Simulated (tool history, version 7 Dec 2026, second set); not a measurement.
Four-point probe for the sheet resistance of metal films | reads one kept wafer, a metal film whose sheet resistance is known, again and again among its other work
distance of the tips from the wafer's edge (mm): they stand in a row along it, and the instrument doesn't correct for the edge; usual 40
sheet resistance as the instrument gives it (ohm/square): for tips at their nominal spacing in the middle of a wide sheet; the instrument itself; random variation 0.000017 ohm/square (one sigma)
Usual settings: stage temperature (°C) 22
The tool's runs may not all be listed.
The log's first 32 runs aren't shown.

| run | day | stage temperature (°C) | distance of the tips from the wafer's edge (mm) | sheet resistance as the instrument gives it (ohm/square) |
|---|---|---|---|---|
| 33 | 41.125 | 20 | 19 | 0.083763 |
| 34 | 42.092 | 20 | 19 | 0.083755 |
| 35 | 43.358 | 34 | 30 | 0.082692 |
| 36 | 44.375 | 34 | 30 | 0.082652 |
| 37 | 46.104 | 21 | 13 | 0.083731 |
| 38 | 46.996 | 30 | 4 | 0.083654 |
|  | 48.046 | new probe head fitted |
| 39 | 48.383 | 19 | 22 | 0.083841 |
| 40 | 50.142 | 34 | 33 | 0.082701 |
| 41 | 51.779 | 22 | 3 | 0.084858 |
| 42 | 52.671 | 29 | 13 | 0.083122 |
| 43 | 54.275 | 27 | 13 | 0.083315 |
| 44 | 55.038 | 27 | 13 | 0.083282 |

Forecast each of these 5 alternatives for the next run:
| A | 56.742 | 24 | 13 | ? |
| B | 56.742 | 29 | 24 | ? |
| C | 56.742 | 19 | 6 | ? |
| D | 56.742 | 21 | 12 | ? |
| E | 56.742 | 27 | 3 | ? |

| run | sheet resistance as the instrument gives it (ohm/square) |
|---|---|
| A | 0.083527 |
| B | 0.08309 |
| C | 0.084186 |
| D | 0.083757 |
| E | 0.084468 |
Without the tool's hidden state the same runs would have given:
| run | sheet resistance as the instrument gives it (ohm/square) |
|---|---|
| A | 0.083285 |
| B | 0.082846 |
| C | 0.083943 |
| D | 0.083515 |
| E | 0.084222 |

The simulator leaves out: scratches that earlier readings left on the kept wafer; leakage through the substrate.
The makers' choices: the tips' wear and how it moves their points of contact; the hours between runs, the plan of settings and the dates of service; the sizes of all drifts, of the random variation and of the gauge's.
